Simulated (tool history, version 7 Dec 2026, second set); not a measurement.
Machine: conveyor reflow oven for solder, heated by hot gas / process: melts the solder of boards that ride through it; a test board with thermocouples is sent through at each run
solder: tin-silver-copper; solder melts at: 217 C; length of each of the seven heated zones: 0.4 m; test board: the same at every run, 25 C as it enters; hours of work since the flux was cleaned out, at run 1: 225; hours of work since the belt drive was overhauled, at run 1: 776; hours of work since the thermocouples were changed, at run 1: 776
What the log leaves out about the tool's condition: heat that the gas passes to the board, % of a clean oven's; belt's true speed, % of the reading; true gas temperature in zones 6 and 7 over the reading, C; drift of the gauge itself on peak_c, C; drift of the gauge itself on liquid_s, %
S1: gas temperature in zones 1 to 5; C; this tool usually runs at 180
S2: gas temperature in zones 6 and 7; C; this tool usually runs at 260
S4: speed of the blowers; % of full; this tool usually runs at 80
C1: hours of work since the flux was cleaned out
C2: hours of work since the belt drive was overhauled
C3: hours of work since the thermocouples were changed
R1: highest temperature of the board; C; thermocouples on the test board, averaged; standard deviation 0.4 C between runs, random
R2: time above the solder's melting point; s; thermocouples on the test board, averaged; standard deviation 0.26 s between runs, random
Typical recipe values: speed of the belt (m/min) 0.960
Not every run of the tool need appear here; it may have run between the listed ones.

{"run": 1, "hour": 0.0, "S1": 180, "S2": 260, "speed of the belt (m/min)": 0.96, "S4": 80, "C1": 225, "C2": 776, "C3": 776, "R1": 247.9, "R2": 36.1}
{"run": 2, "hour": 49.9, "S1": 180, "S2": 260, "speed of the belt (m/min)": 0.96, "S4": 80, "C1": 261, "C2": 812, "C3": 812, "R1": 248.0, "R2": 36.8}
{"run": 3, "hour": 88.0, "S1": 180, "S2": 260, "speed of the belt (m/min)": 0.96, "S4": 80, "C1": 288, "C2": 839, "C3": 839, "R1": 247.8, "R2": 36.4}
{"run": 4, "hour": 164.2, "S1": 180, "S2": 260, "speed of the belt (m/min)": 0.96, "S4": 80, "C1": 343, "C2": 894, "C3": 894, "R1": 247.6, "R2": 36.4}
{"run": 5, "hour": 221.0, "S1": 180, "S2": 260, "speed of the belt (m/min)": 0.96, "S4": 80, "C1": 384, "C2": 935, "C3": 935, "R1": 247.8, "R2": 36.4}
{"run": 6, "hour": 290.5, "S1": 180, "S2": 260, "speed of the belt (m/min)": 0.96, "S4": 80, "C1": 435, "C2": 985, "C3": 985, "R1": 247.6, "R2": 36.1}
{"run": 7, "hour": 331.0, "S1": 180, "S2": 260, "speed of the belt (m/min)": 0.96, "S4": 80, "C1": 464, "C2": 1015, "C3": 1015, "R1": 247.0, "R2": 36.0}
{"hour": 359.2, "done": "belt drive overhauled, speed set with a stopwatch"}
{"hour": 383.7, "done": "flux residue cleaned out of gas plates and filters"}
{"hour": 406.0, "done": "thermocouples of zones 6 and 7 changed"}
{"run": 8, "hour": 414.5, "S1": 180, "S2": 260, "speed of the belt (m/min)": 0.96, "S4": 80, "C1": 21, "C2": 35, "C3": 6, "R1": 241.3, "R2": 31.8}
{"run": 9, "hour": 492.0, "S1": 180, "S2": 260, "speed of the belt (m/min)": 0.96, "S4": 80, "C1": 77, "C2": 91, "C3": 62, "R1": 241.1, "R2": 31.3}
{"run": 10, "hour": 530.9, "S1": 180, "S2": 260, "speed of the belt (m/min)": 0.96, "S4": 80, "C1": 105, "C2": 119, "C3": 90, "R1": 240.8, "R2": 31.4}
{"run": 11, "hour": 586.9, "S1": 180, "S2": 260, "speed of the belt (m/min)": 0.96, "S4": 80, "C1": 145, "C2": 159, "C3": 131, "R1": 240.6, "R2": 31.2}
{"run": 12, "hour": 633.7, "S1": 180, "S2": 260, "speed of the belt (m/min)": 0.96, "S4": 80, "C1": 179, "C2": 193, "C3": 164, "R1": 240.6, "R2": 31.0}
{"run": 13, "hour": 692.7, "S1": 180, "S2": 260, "speed of the belt (m/min)": 0.96, "S4": 62, "C1": 222, "C2": 236, "C3": 207, "R1": 236.0, "R2": 26.4}
{"run": 14, "hour": 731.6, "S1": 180, "S2": 260, "speed of the belt (m/min)": 0.96, "S4": 62, "C1": 250, "C2": 264, "C3": 235, "R1": 236.1, "R2": 26.4}
{"hour": 742.6, "done": "flux residue cleaned out of gas plates and filters, once more"}
{"run": 15, "hour": 805.5, "S1": 180, "S2": 260, "speed of the belt (m/min)": 0.96, "S4": 62, "C1": 45, "C2": 313, "C3": 285, "R1": 240.6, "R2": 31.4}
{"run": 16, "hour": 843.3, "S1": 171, "S2": 262, "speed of the belt (m/min)": 0.96, "S4": 80, "C1": 73, "C2": 341, "C3": 312, "R1": 245.8, "R2": 33.6}
{"run": 17, "hour": 881.5, "S1": 171, "S2": 257, "speed of the belt (m/min)": 0.859, "S4": 80, "C1": 100, "C2": 368, "C3": 340, "R1": 245.0, "R2": 37.2}
{"run": 18, "hour": 941.8, "S1": 169, "S2": 274, "speed of the belt (m/min)": 0.91, "S4": 71, "C1": 144, "C2": 412, "C3": 383, "R1": 254.9, "R2": 38.9}
{"run": 19, "hour": 986.2, "S1": 187, "S2": 251, "speed of the belt (m/min)": 0.96, "S4": 80, "C1": 176, "C2": 444, "C3": 415, "R1": 239.8, "R2": 33.9}
{"run": 20, "hour": 1038.8, "S1": 177, "S2": 260, "speed of the belt (m/min)": 1.096, "S4": 54, "C1": 214, "C2": 482, "C3": 453, "R1": 232.1, "R2": 18.8}
{"run": 21, "hour": 1071.2, "S1": 171, "S2": 266, "speed of the belt (m/min)": 0.96, "S4": 67, "C1": 237, "C2": 505, "C3": 477, "R1": 245.0, "R2": 31.9}
{"run": 22, "hour": 1131.9, "S1": 171, "S2": 266, "speed of the belt (m/min)": 0.96, "S4": 67, "C1": 281, "C2": 549, "C3": 520, "R1": 245.2, "R2": 32.0}
{"run": 23, "hour": 1190.3, "S1": 171, "S2": 266, "speed of the belt (m/min)": 0.96, "S4": 67, "C1": 323, "C2": 591, "C3": 563, "R1": 245.2, "R2": 31.4}
{"run": 24, "hour": 1251.3, "S1": 170, "S2": 261, "speed of the belt (m/min)": 0.96, "S4": 80, "C1": 367, "C2": 635, "C3": 607, "R1": 243.6, "R2": 32.1}
{"run": 25, "hour": 1288.6, "S1": 192, "S2": 268, "speed of the belt (m/min)": 0.96, "S4": 80, "C1": 394, "C2": 662, "C3": 634, "R1": 254.2, "R2": 43.0}
{"run": 26, "hour": 1339.0, "S1": 192, "S2": 268, "speed of the belt (m/min)": 0.96, "S4": 80, "C1": 430, "C2": 699, "C3": 670, "R1": 253.6, "R2": 43.0}
{"run": 27, "hour": 1410.0, "S1": 192, "S2": 268, "speed of the belt (m/min)": 0.96, "S4": 80, "C1": 482, "C2": 750, "C3": 721, "R1": 254.1, "R2": 42.9}
{"hour": 1435.3, "done": "flux residue cleaned out of gas plates and filters"}
{"run": 28, "hour": 1474.7, "S1": 180, "S2": 269, "speed of the belt (m/min)": 0.787, "S4": 72, "C1": 28, "C2": 793, "C3": 764, "R1": 259.2, "R2": 51.4}
{"run": 29, "hour": 1533.7, "S1": 182, "S2": 260, "speed of the belt (m/min)": 0.865, "S4": 80, "C1": 71, "C2": 836, "C3": 807, "R1": 250.8, "R2": 44.0}

Consider 3 possible next runs. They are alternatives, not a sequence: every one starts from the tool as it was left by run 29. What does each give?
{"run": "A", "hour": 1584.3, "S1": 180, "S2": 274, "speed of the belt (m/min)": 0.883, "S4": 80, "C1": 108, "C2": 872, "C3": 843, "R1": "?", "R2": "?"}
{"run": "B", "hour": 1584.3, "S1": 182, "S2": 262, "speed of the belt (m/min)": 1.045, "S4": 80, "C1": 108, "C2": 872, "C3": 843, "R1": "?", "R2": "?"}
{"run": "C", "hour": 1584.3, "S1": 180, "S2": 248, "speed of the belt (m/min)": 1.105, "S4": 66, "C1": 108, "C2": 872, "C3": 843, "R1": "?", "R2": "?"}

run=A R1=262.6 R2=47.2
run=B R1=246.7 R2=33.6
run=C R1=230.4 R2=18.2
With no hidden state in the tool, these same runs would have given:
run=A R1=260.6 R2=46.0
run=B R1=244.9 R2=32.5
run=C R1=228.6 R2=16.4
